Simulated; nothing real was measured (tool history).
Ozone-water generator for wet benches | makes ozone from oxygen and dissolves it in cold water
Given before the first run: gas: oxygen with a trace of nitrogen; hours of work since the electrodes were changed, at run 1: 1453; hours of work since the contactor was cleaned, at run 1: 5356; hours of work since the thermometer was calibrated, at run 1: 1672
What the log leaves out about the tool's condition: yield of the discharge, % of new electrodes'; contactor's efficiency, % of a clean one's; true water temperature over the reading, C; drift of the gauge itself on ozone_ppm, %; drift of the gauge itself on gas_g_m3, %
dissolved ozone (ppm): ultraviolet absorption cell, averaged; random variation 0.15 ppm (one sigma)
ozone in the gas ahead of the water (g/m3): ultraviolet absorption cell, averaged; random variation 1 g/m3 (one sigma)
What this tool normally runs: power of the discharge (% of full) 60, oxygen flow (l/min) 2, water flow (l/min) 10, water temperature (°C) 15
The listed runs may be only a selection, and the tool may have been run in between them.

run   hour  power of the discharge (% of full)  oxygen flow (l/min)  water flow (l/min)  water temperature (°C)  hours of work since the electrodes were changed  hours of work since the contactor was cleaned  hours of work since the thermometer was calibrated  dissolved ozone (ppm)  ozone in the gas ahead of the water (g/m3)
  1      0                                  60                    2                  10                      15                                             1453                                           5356                                                1672                   18.5                                       178.4
  2   49.4                                  66                    2                  10                      15                                             1496                                           5399                                                1716                   19.6                                       188.9
  3  127.1                                  66                    2                  10                      15                                             1565                                           5468                                                1784                   19.4                                       193.1
  4  210.1                                  66                    2                  10                      15                                             1638                                           5541                                                1858                     19                                       191.2
  5  291.6                                  66                    2                  10                      15                                             1710                                           5613                                                1930                   19.5                                       189.5
  6  363.6                                  42                    2                  10                      15                                             1774                                           5677                                                1993                   14.2                                       141.1
  7  424.9                                  60                    2                   6                      15                                             1828                                           5731                                                2047                     27                                       176.9
  8  485.3                                  40                 1.74                   6                      11                                             1882                                           5785                                                2101                   21.2                                       142.7
  9  541.8                                  78                 1.16                   6                      11                                             1931                                           5835                                                2151                   30.4                                       267.1
 10  607.1                                  78                 1.16                   6                      11                                             1989                                           5892                                                2208                   30.2                                       265.8
 11    643                                  78                 1.16                   6                      11                                             2021                                           5924                                                2240                   30.4                                       264.3
     677.9  -- contactor cleaned
 12  726.1                                  72                    2                  10                      15                                             2091                                             43                                                2310                   20.6                                       200.1
 13  768.7                                  72                    2                  10                      15                                             2128                                             80                                                2348                   20.9                                       200.5

Here are 3 independent what-if runs from the current tool condition. What would each one return?
  A  852.9                                  72                 1.55                   9                      14                                             2203                                            155                                                2422                      ?                                           ?
  B  852.9                                  72                 2.68                  11                      15                                             2203                                            155                                                2422                      ?                                           ?
  C  852.9                                  94                    2                  10                       9                                             2203                                            155                                                2422                      ?                                           ?

run  dissolved ozone (ppm)  ozone in the gas ahead of the water (g/m3)
  A                   21.9                                         221
  B                   20.6                                       175.9
  C                   26.7                                       239.6
The same runs, with their run-to-run variation unchanged, on a tool lacking any hidden condition would have given:
run  dissolved ozone (ppm)  ozone in the gas ahead of the water (g/m3)
  A                   22.8                                       229.6
  B                   21.5                                       182.6
  C                     28                                       250.4
